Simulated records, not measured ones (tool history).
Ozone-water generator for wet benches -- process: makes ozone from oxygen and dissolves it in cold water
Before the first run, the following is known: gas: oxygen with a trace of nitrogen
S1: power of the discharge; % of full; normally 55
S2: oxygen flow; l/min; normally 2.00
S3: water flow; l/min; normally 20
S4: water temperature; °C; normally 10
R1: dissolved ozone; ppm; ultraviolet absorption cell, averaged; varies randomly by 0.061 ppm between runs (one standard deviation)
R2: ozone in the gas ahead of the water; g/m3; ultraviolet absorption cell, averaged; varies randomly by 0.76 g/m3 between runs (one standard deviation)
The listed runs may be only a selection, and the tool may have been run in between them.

| run | day | S1 | S2 | S3 | S4 | R1 | R2 |
|---|---|---|---|---|---|---|---|
| 1 | 0.000 | 55 | 2.00 | 20 | 10 | 9.11 | 145.4 |
| 2 | 0.788 | 55 | 2.00 | 14 | 10 | 12.80 | 146.5 |
| 3 | 1.767 | 55 | 2.00 | 14 | 10 | 12.95 | 146.2 |
| 4 | 2.879 | 55 | 2.00 | 14 | 10 | 12.71 | 144.9 |
| 5 | 4.742 | 55 | 1.47 | 14 | 10 | 11.19 | 161.8 |
| 6 | 6.508 | 55 | 1.47 | 14 | 10 | 11.18 | 160.5 |
| 7 | 7.854 | 55 | 2.00 | 20 | 10 | 9.20 | 144.8 |
|  | 8.167 | contactor cleaned |
| 8 | 9.296 | 55 | 2.00 | 20 | 10 | 9.06 | 145.0 |
| 9 | 10.350 | 55 | 2.79 | 20 | 10 | 10.53 | 131.2 |
| 10 | 11.717 | 55 | 2.79 | 20 | 10 | 10.68 | 131.1 |
| 11 | 12.604 | 55 | 2.79 | 20 | 10 | 10.68 | 131.6 |
| 12 | 14.025 | 55 | 2.79 | 20 | 10 | 10.66 | 130.7 |
|  | 14.750 | contactor cleaned, once more |
| 13 | 15.471 | 55 | 2.79 | 20 | 10 | 10.66 | 129.7 |
| 14 | 16.321 | 55 | 2.79 | 20 | 10 | 10.69 | 130.5 |
| 15 | 17.292 | 50 | 2.00 | 31 | 10 | 5.39 | 134.5 |
| 16 | 18.729 | 51 | 2.00 | 28 | 7 | 6.20 | 137.2 |
| 17 | 19.904 | 55 | 3.05 | 19 | 10 | 11.62 | 126.8 |

What if the next run were any one of these 4? Each begins from the tool's condition after run 17:
| A | 20.946 | 69 | 1.15 | 20 | 10 | ? | ? |
| B | 20.946 | 55 | 2.00 | 12 | 10 | ? | ? |
| C | 20.946 | 100 | 2.00 | 20 | 10 | ? | ? |
| D | 20.946 | 55 | 2.67 | 20 | 10 | ? | ? |

| run | R1 | R2 |
|---|---|---|
| A | 8.25 | 207.2 |
| B | 14.55 | 144.5 |
| C | 14.78 | 233.9 |
| D | 10.43 | 132.3 |
With no hidden state in the tool, these same runs would have given:
| run | R1 | R2 |
|---|---|---|
| A | 8.35 | 209.2 |
| B | 14.70 | 145.7 |
| C | 15.01 | 236.8 |
| D | 10.54 | 133.3 |
